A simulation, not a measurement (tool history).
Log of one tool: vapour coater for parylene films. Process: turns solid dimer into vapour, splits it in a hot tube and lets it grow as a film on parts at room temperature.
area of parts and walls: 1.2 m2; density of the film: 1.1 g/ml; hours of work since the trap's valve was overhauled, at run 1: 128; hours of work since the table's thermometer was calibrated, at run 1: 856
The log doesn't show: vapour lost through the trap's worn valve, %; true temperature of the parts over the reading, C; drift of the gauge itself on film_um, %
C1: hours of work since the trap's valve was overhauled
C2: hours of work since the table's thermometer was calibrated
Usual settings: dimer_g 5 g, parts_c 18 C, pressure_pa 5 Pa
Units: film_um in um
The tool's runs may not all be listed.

Run 1, day 0: usual settings; C1 128; C2 856. Result: film_um 2.72 um.
Run 2, day 1.262: usual settings; C1 143; C2 870. Result: film_um 2.67 um.
Run 3, day 2.4: usual settings; C1 156; C2 884. Result: film_um 2.68 um.
Run 4, day 4.183: usual settings; C1 177; C2 904. Result: film_um 2.71 um.
Run 5, day 6.125: usual settings but parts_c 12 C; C1 200; C2 927. Result: film_um 3.34 um.
Run 6, day 6.942: usual settings but dimer_g 2 g; C1 210; C2 937. Result: film_um 1.11 um.
Run 7, day 7.892: usual settings but dimer_g 2 g; C1 221; C2 948. Result: film_um 1.04 um.
Run 8, day 9.917: usual settings but parts_c 25 C; C1 244; C2 972. Result: film_um 2.09 um.
Run 9, day 10.996: usual settings but parts_c 25 C, pressure_pa 4.83 Pa; C1 257; C2 984. Result: film_um 2.1 um.
Run 10, day 12.871: usual settings but parts_c 25 C, pressure_pa 4.83 Pa; C1 279; C2 1006. Result: film_um 2.12 um.
Run 11, day 14.379: usual settings but parts_c 25 C, pressure_pa 4.83 Pa; C1 297; C2 1024. Result: film_um 2.06 um.
At day 14.633: trap's valve overhauled.
Run 12, day 15.871: usual settings but pressure_pa 2.84 Pa; C1 14; C2 1039. Result: film_um 2.94 um.
Run 13, day 17.871: usual settings; C1 38; C2 1063. Result: film_um 2.67 um.
Run 14, day 19.55: usual settings but pressure_pa 2.87 Pa; C1 58; C2 1082. Result: film_um 2.92 um.
Run 15, day 20.538: usual settings but pressure_pa 2.87 Pa; C1 69; C2 1094. Result: film_um 2.92 um.
Run 16, day 21.708: usual settings but pressure_pa 2.87 Pa; C1 83; C2 1108. Result: film_um 2.91 um.
Run 17, day 23.525: usual settings but pressure_pa 2.87 Pa; C1 104; C2 1129. Result: film_um 2.89 um.
Run 18, day 25.538: usual settings but pressure_pa 2.87 Pa; C1 128; C2 1152. Result: film_um 2.88 um.
At day 26.492: table's thermometer calibrated.
Run 19, day 27.479: usual settings but parts_c 12 C, pressure_pa 2.87 Pa; C1 150; C2 12. Result: film_um 3.61 um.
Run 20, day 28.758: usual settings but parts_c 12 C, pressure_pa 2.87 Pa; C1 165; C2 27. Result: film_um 3.64 um.
Run 21, day 30.479: usual settings; C1 185; C2 47. Result: film_um 2.62 um.
Run 22, day 31.625: usual settings; C1 198; C2 60. Result: film_um 2.65 um.
Run 23, day 33.129: usual settings; C1 216; C2 78. Result: film_um 2.61 um.
Run 24, day 34.7: usual settings; C1 234; C2 96. Result: film_um 2.64 um.
Run 25, day 36.462: usual settings; C1 255; C2 117. Result: film_um 2.68 um.
Run 26, day 37.562: usual settings; C1 268; C2 130. Result: film_um 2.67 um.
Run 27, day 38.508: usual settings but pressure_pa 2.28 Pa; C1 279; C2 141. Result: film_um 3.01 um.
At day 40.329: trap's valve overhauled.
Run 28, day 40.329: usual settings but pressure_pa 2.28 Pa; C1 0; C2 160. Result: film_um 3.04 um.
Run 29, day 42.058: usual settings but pressure_pa 2.28 Pa; C1 20; C2 180. Result: film_um 3.05 um.
Run 30, day 43.971: usual settings but pressure_pa 2.28 Pa; C1 43; C2 203. Result: film_um 3.06 um.
Run 31, day 45.729: usual settings but dimer_g 6 g, parts_c 22 C, pressure_pa 2.4 Pa; C1 63; C2 223. Result: film_um 3.15 um.
Run 32, day 46.654: usual settings but dimer_g 6 g, parts_c 13 C, pressure_pa 8.25 Pa; C1 74; C2 234. Result: film_um 3.58 um.
Run 33, day 48.467: usual settings but dimer_g 4 g, parts_c 13 C, pressure_pa 2.27 Pa; C1 95; C2 255. Result: film_um 2.9 um.
Run 34, day 50.038: usual settings but parts_c 15 C, pressure_pa 9.57 Pa; C1 114; C2 274. Result: film_um 2.72 um.
Run 35, day 51.15: usual settings but pressure_pa 9.57 Pa; C1 127; C2 287. Result: film_um 2.45 um.
Run 36, day 53.104: usual settings but dimer_g 4 g; C1 149; C2 309. Result: film_um 2.16 um.
Run 37, day 55.138: usual settings but dimer_g 2 g, parts_c 29 C, pressure_pa 5.79 Pa; C1 173; C2 333. Result: film_um 0.73 um.
Run 38, day 55.954: usual settings but dimer_g 6 g, pressure_pa 3.92 Pa; C1 183; C2 343. Result: film_um 3.29 um.
Run 39, day 57.55: usual settings but dimer_g 7 g, parts_c 25 C, pressure_pa 4.16 Pa; C1 202; C2 362. Result: film_um 2.97 um.
Run 40, day 58.538: usual settings but dimer_g 4 g, parts_c 30 C, pressure_pa 7.57 Pa; C1 213; C2 373. Result: film_um 1.3 um.
Run 41, day 59.508: usual settings but dimer_g 4 g, parts_c 30 C, pressure_pa 7.57 Pa; C1 224; C2 384. Result: film_um 1.3 um.
Run 42, day 60.983: usual settings but dimer_g 2 g, parts_c 11 C, pressure_pa 9.26 Pa; C1 242; C2 402. Result: film_um 1.24 um.
Run 43, day 62.725: usual settings but parts_c 23 C, pressure_pa 2.11 Pa; C1 262; C2 422. Result: film_um 2.57 um.
Run 44, day 64.288: usual settings but parts_c 23 C, pressure_pa 2.11 Pa; C1 280; C2 440. Result: film_um 2.53 um.
Run 45, day 65.242: usual settings but parts_c 19 C, pressure_pa 9.39 Pa; C1 291; C2 451. Result: film_um 2.33 um.
At day 66.033: trap's valve overhauled.
Run 46, day 66.25: usual settings but parts_c 19 C, pressure_pa 9.39 Pa; C1 3; C2 461. Result: film_um 2.35 um.

5 ways to go on from here, each from the tool as it stands after run 46. What would each give?
Run A, day 67.792: usual settings but parts_c 15 C; C1 21; C2 479. Result: film_um ?.
Run B, day 67.792: usual settings but dimer_g 3 g, pressure_pa 6.69 Pa; C1 21; C2 479. Result: film_um ?.
Run C, day 67.792: usual settings but dimer_g 3 g; C1 21; C2 479. Result: film_um ?.
Run D, day 67.792: usual settings but dimer_g 3 g, parts_c 13 C, pressure_pa 7.87 Pa; C1 21; C2 479. Result: film_um ?.
Run E, day 67.792: usual settings but parts_c 10 C, pressure_pa 7.33 Pa; C1 21; C2 479. Result: film_um ?.

run  film_um
  A     3.06
  B     1.55
  C      1.6
  D     1.82
  E     3.39
Without the tool's hidden state the same runs would have given:
run  film_um
  A     3.05
  B     1.55
  C      1.6
  D     1.82
  E     3.39
